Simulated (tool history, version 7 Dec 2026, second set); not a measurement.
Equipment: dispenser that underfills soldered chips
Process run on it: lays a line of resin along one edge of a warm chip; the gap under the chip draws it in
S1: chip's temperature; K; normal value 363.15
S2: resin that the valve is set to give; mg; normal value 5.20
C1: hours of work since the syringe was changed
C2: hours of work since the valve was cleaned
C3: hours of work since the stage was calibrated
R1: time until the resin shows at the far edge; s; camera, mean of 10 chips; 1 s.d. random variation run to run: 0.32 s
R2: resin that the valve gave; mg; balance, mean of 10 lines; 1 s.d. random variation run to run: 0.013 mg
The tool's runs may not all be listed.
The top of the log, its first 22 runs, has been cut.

run   hour      S1    S2  C1  C2   C3    R1    R2
     260.3  -- new syringe of resin
 23  266.7  355.15  5.87   5  12  315  17.8  5.83
     272.7  -- new syringe of resin
 24  279.5  355.15  5.87   5  21  325  17.3  5.77
     285.2  -- new syringe of resin
 25  290.5  361.15  6.49   4  29  333  12.8  6.40
     297.4  -- new syringe of resin
 26  305.2  360.15  5.53   6  40  343  15.1  5.40
     310.1  -- new syringe of resin
 27  315.8  376.15  5.60   4  48  351   8.5  5.49
     322.0  -- new syringe of resin
 28  332.0  376.15  5.60   7  59  363   9.7  5.43
     333.9  -- new syringe of resin
     346.4  -- new syringe of resin
 29  346.5  369.15  4.83   0  70  373   8.7  4.67
 30  353.5  369.15  4.83   5  75  378  10.9  4.65
     358.2  -- new syringe of resin
     366.7  -- stage's temperature calibrated
 31  366.7  369.15  4.83   6  84    0  12.1  4.65
     370.0  -- dispensing valve cleaned and set on the balance
     372.7  -- new syringe of resin
 32  383.7  364.15  6.47   8  10   12  14.9  6.47

For run 33, what comes out?
     385.2  -- new syringe of resin
 33  392.6  362.15  4.56   5  16  18   ?   ?

{"run 33": {"R1": 14.7, "R2": 4.53}}
Were there no unlogged condition in the tool, this run, its random variation unchanged, would have produced R1 10.9 s, R2 4.55 mg.
